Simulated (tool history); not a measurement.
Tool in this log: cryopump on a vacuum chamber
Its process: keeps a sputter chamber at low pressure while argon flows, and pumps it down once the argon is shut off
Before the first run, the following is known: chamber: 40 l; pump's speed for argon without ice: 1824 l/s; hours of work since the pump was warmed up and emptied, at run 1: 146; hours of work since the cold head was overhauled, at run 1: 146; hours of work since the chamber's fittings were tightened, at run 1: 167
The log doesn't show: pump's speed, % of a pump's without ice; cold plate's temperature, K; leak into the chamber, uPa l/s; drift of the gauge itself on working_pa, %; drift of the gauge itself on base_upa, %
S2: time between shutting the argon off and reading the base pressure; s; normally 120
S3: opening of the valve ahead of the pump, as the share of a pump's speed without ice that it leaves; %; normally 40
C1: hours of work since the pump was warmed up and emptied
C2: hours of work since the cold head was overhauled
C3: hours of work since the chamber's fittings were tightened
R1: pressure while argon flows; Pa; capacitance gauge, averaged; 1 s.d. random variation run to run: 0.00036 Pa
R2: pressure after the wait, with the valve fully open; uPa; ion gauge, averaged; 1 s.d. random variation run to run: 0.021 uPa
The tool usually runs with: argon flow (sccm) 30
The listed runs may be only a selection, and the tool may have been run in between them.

Run 1, hour 0.0: usual settings; C1 146; C2 146; C3 167. Result: R1 0.0705 Pa, R2 0.43 uPa.
Run 2, hour 15.7: usual settings; C1 153; C2 153; C3 175. Result: R1 0.0707 Pa, R2 0.46 uPa.
Run 3, hour 27.1: usual settings; C1 159; C2 159; C3 180. Result: R1 0.0705 Pa, R2 0.44 uPa.
Run 4, hour 38.5: usual settings but S2 21 s; C1 164; C2 164; C3 186. Result: R1 0.0710 Pa, R2 1.05 uPa.
Run 5, hour 53.3: usual settings but S2 21 s; C1 171; C2 171; C3 193. Result: R1 0.0705 Pa, R2 1.13 uPa.
Run 6, hour 67.0: usual settings; C1 178; C2 178; C3 200. Result: R1 0.0707 Pa, R2 0.44 uPa.
Run 7, hour 80.3: usual settings but S2 118 s; C1 184; C2 184; C3 206. Result: R1 0.0705 Pa, R2 0.47 uPa.
Run 8, hour 93.7: usual settings but argon flow (sccm) 18; C1 191; C2 191; C3 212. Result: R1 0.0425 Pa, R2 0.44 uPa.
Run 9, hour 108.5: usual settings but S3 33 %; C1 198; C2 198; C3 220. Result: R1 0.0856 Pa, R2 0.44 uPa.
Run 10, hour 120.1: usual settings but S3 33 %; C1 203; C2 203; C3 225. Result: R1 0.0846 Pa, R2 0.47 uPa.
Run 11, hour 126.8: usual settings but S3 33 %; C1 207; C2 207; C3 228. Result: R1 0.0850 Pa, R2 0.47 uPa.
Run 12, hour 137.4: usual settings; C1 212; C2 212; C3 234. Result: R1 0.0703 Pa, R2 0.47 uPa.
Run 13, hour 151.5: usual settings; C1 219; C2 219; C3 240. Result: R1 0.0710 Pa, R2 0.53 uPa.
Run 14, hour 166.1: usual settings; C1 226; C2 226; C3 247. Result: R1 0.0713 Pa, R2 0.50 uPa.
Run 15, hour 174.7: usual settings but argon flow (sccm) 34; C1 230; C2 230; C3 252. Result: R1 0.0802 Pa, R2 0.49 uPa.
Run 16, hour 190.6: usual settings but argon flow (sccm) 34; C1 237; C2 237; C3 259. Result: R1 0.0801 Pa, R2 0.53 uPa.
Run 17, hour 199.0: usual settings but argon flow (sccm) 34, S3 19 %; C1 241; C2 241; C3 263. Result: R1 0.1680 Pa, R2 0.48 uPa.
Run 18, hour 206.0: usual settings but argon flow (sccm) 34, S3 19 %; C1 245; C2 245; C3 267. Result: R1 0.1682 Pa, R2 0.47 uPa.
Run 19, hour 219.1: usual settings but argon flow (sccm) 34, S3 19 %; C1 251; C2 251; C3 273. Result: R1 0.1687 Pa, R2 0.48 uPa.
Run 20, hour 234.8: usual settings but argon flow (sccm) 34, S3 19 %; C1 259; C2 259; C3 281. Result: R1 0.1672 Pa, R2 0.50 uPa.
Run 21, hour 244.8: usual settings but argon flow (sccm) 34, S3 19 %; C1 264; C2 264; C3 285. Result: R1 0.1683 Pa, R2 0.51 uPa.
Run 22, hour 254.3: usual settings but argon flow (sccm) 13, S2 251 s, S3 29 %; C1 268; C2 268; C3 290. Result: R1 0.0422 Pa, R2 0.46 uPa.
Run 23, hour 268.8: usual settings but argon flow (sccm) 43, S2 293 s, S3 58 %; C1 275; C2 275; C3 297. Result: R1 0.0712 Pa, R2 0.45 uPa.
Run 24, hour 280.4: usual settings but argon flow (sccm) 43, S2 293 s, S3 58 %; C1 281; C2 281; C3 302. Result: R1 0.0712 Pa, R2 0.45 uPa.
Run 25, hour 288.7: usual settings but S3 27 %; C1 285; C2 285; C3 306. Result: R1 0.1050 Pa, R2 0.50 uPa.
Run 26, hour 300.1: usual settings but S2 88 s, S3 18 %; C1 290; C2 290; C3 312. Result: R1 0.1564 Pa, R2 0.57 uPa.
Run 27, hour 313.5: usual settings but argon flow (sccm) 26, S2 137 s, S3 54 %; C1 297; C2 297; C3 318. Result: R1 0.0463 Pa, R2 0.51 uPa.
Run 28, hour 322.4: usual settings but argon flow (sccm) 37, S2 137 s, S3 54 %; C1 301; C2 301; C3 323. Result: R1 0.0667 Pa, R2 0.54 uPa.
Run 29, hour 330.7: usual settings but argon flow (sccm) 39, S2 40 s; C1 305; C2 305; C3 327. Result: R1 0.0934 Pa, R2 0.82 uPa.
Run 30, hour 337.8: usual settings but argon flow (sccm) 17; C1 308; C2 308; C3 330. Result: R1 0.0406 Pa, R2 0.55 uPa.
Run 31, hour 347.5: usual settings but argon flow (sccm) 23, S2 24 s; C1 313; C2 313; C3 335. Result: R1 0.0550 Pa, R2 1.08 uPa.
Run 32, hour 354.3: usual settings but argon flow (sccm) 13, S2 138 s, S3 55 %; C1 316; C2 316; C3 338. Result: R1 0.0223 Pa, R2 0.52 uPa.
Run 33, hour 369.1: usual settings but argon flow (sccm) 45, S2 115 s, S3 29 %; C1 323; C2 323; C3 345. Result: R1 0.1470 Pa, R2 0.56 uPa.
Run 34, hour 377.4: usual settings but argon flow (sccm) 41, S2 41 s, S3 17 %; C1 327; C2 327; C3 349. Result: R1 0.2267 Pa, R2 0.83 uPa.

Consider 4 possible next runs. They are alternatives, not a sequence: every one starts from the tool as it was left by run 34. What does each give?
Run A, hour 391.9: usual settings but argon flow (sccm) 32, S2 27 s, S3 28 %; C1 334; C2 334; C3 356. Result: R1 ?, R2 ?.
Run B, hour 391.9: usual settings but argon flow (sccm) 36, S2 22 s, S3 21 %; C1 334; C2 334; C3 356. Result: R1 ?, R2 ?.
Run C, hour 391.9: usual settings but argon flow (sccm) 41, S2 41 s, S3 15 %; C1 334; C2 334; C3 356. Result: R1 ?, R2 ?.
Run D, hour 391.9: usual settings but argon flow (sccm) 20, S2 36 s; C1 334; C2 334; C3 356. Result: R1 ?, R2 ?.

run      R1    R2
  A  0.1079  1.05
  B  0.1614  1.19
  C  0.2560  0.83
  D  0.0476  0.92
Stripped of hidden state, with their random variation kept, the same runs would have yielded:
run      R1    R2
  A  0.1056  0.79
  B  0.1588  0.93
  C  0.2530  0.57
  D  0.0461  0.65
